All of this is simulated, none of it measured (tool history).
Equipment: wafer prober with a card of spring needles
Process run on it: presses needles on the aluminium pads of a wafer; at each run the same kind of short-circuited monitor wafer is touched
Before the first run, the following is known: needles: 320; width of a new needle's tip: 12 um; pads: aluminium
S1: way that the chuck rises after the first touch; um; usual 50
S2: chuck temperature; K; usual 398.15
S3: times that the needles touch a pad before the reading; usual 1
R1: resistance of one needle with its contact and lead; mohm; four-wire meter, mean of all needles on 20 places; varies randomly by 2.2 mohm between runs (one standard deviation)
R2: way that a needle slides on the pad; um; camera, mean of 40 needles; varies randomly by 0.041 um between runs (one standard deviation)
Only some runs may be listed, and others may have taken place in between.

| run | hour | S1 | S2 | S3 | R1 | R2 |
|---|---|---|---|---|---|---|
| 1 | 0 | 50 | 398.15 | 1 | 250 | 7.62 |
| 2 | 69.8 | 50 | 398.15 | 1 | 247 | 7.6 |
| 3 | 149.3 | 50 | 398.15 | 1 | 247 | 7.72 |
| 4 | 227.1 | 50 | 398.15 | 1 | 252 | 7.73 |
| 5 | 272.7 | 50 | 398.15 | 1 | 249 | 7.68 |
| 6 | 314.2 | 50 | 334.15 | 1 | 235 | 7.7 |
| 7 | 356.9 | 50 | 334.15 | 1 | 230 | 7.65 |
| 8 | 418.1 | 50 | 338.15 | 1 | 233 | 7.71 |
| 9 | 491 | 50 | 398.15 | 1 | 256 | 7.77 |
| 10 | 565.3 | 36 | 398.15 | 1 | 257 | 5.49 |
| 11 | 614.5 | 43 | 311.15 | 3 | 230 | 6.58 |
| 12 | 655.6 | 39 | 304.15 | 3 | 230 | 6.05 |
| 13 | 694 | 39 | 304.15 | 3 | 228 | 6.01 |
| 14 | 728.2 | 65 | 398.15 | 3 | 245 | 10.01 |
| 15 | 778.4 | 34 | 307.15 | 1 | 234 | 5.21 |
| 16 | 843.5 | 60 | 398.15 | 1 | 245 | 9.24 |
| 17 | 915.5 | 50 | 351.15 | 1 | 236 | 7.66 |

Taken out of this log: 36 entries between the listed runs. Where each belongs, and how the hidden state differs across it:
From run 1 to run 2: tips cleaned on abrasive film (hour 23.9); height of the first contact set anew (hour 33.6); tips cleaned on abrasive film (hour 52.8)
  debris on the tips, nm: 0.1 -> 0.3
From run 2 to run 3: tips cleaned on abrasive film (hour 81); tips cleaned on abrasive film (hour 107.2); tips cleaned on abrasive film (hour 134.5)
  debris on the tips, nm: 0.3 -> 0.2
From run 3 to run 4: tips cleaned on abrasive film (hour 158.9); tips cleaned on abrasive film (hour 183.1); tips cleaned on abrasive film (hour 209.4)
  debris on the tips, nm: 0.2 -> 0.3
From run 4 to run 5: tips cleaned on abrasive film (hour 236.9); tips cleaned on abrasive film (hour 264.7)
  debris on the tips, nm: 0.3 -> 0.2
From run 5 to run 6: tips cleaned on abrasive film (hour 288.7); tips cleaned on abrasive film (hour 314.2)
  debris on the tips, nm: 0.2 -> 0
From run 6 to run 7: tips cleaned on abrasive film (hour 339.6)
  debris on the tips, nm: 0 -> 0.2
From run 7 to run 8: tips cleaned on abrasive film (hour 367.5); tips cleaned on abrasive film (hour 396.1)
  debris on the tips, nm: 0.2 -> 0.3
From run 8 to run 9: tips cleaned on abrasive film (hour 422.7); tips cleaned on abrasive film (hour 449.2); tips cleaned on abrasive film (hour 477.1)
  debris on the tips, nm: 0.3 -> 0.2
From run 9 to run 10: tips cleaned on abrasive film (hour 502.9); tips cleaned on abrasive film (hour 529.6); tips cleaned on abrasive film (hour 554.6)
  tips' diameter, um: 12 -> 12.01
From run 10 to run 11: tips cleaned on abrasive film (hour 579.9); tips cleaned on abrasive film (hour 608.2)
  debris on the tips, nm: 0.2 -> 0.1
From run 11 to run 12: tips cleaned on abrasive film (hour 636.1)
  debris on the tips, nm: 0.1 -> 0.3
From run 12 to run 13: tips cleaned on abrasive film (hour 665.3); tips cleaned on abrasive film (hour 689.2)
  debris on the tips, nm: 0.3 -> 0.1
From run 13 to run 14: tips cleaned on abrasive film (hour 714.3)
  debris on the tips, nm: 0.1 -> 0.2
From run 14 to run 15: tips cleaned on abrasive film (hour 741.3); height of the first contact set anew (hour 741.6); tips cleaned on abrasive film (hour 768.1)
  no difference in the tool's unlogged condition between these two runs
From run 15 to run 16: tips cleaned on abrasive film (hour 792.2); tips cleaned on abrasive film (hour 816.5); tips cleaned on abrasive film (hour 841.7)
  debris on the tips, nm: 0.2 -> 0.1
From run 16 to run 17: tips cleaned on abrasive film (hour 867.2); tips cleaned on abrasive film (hour 896.4)
  debris on the tips, nm: 0.1 -> 0.3
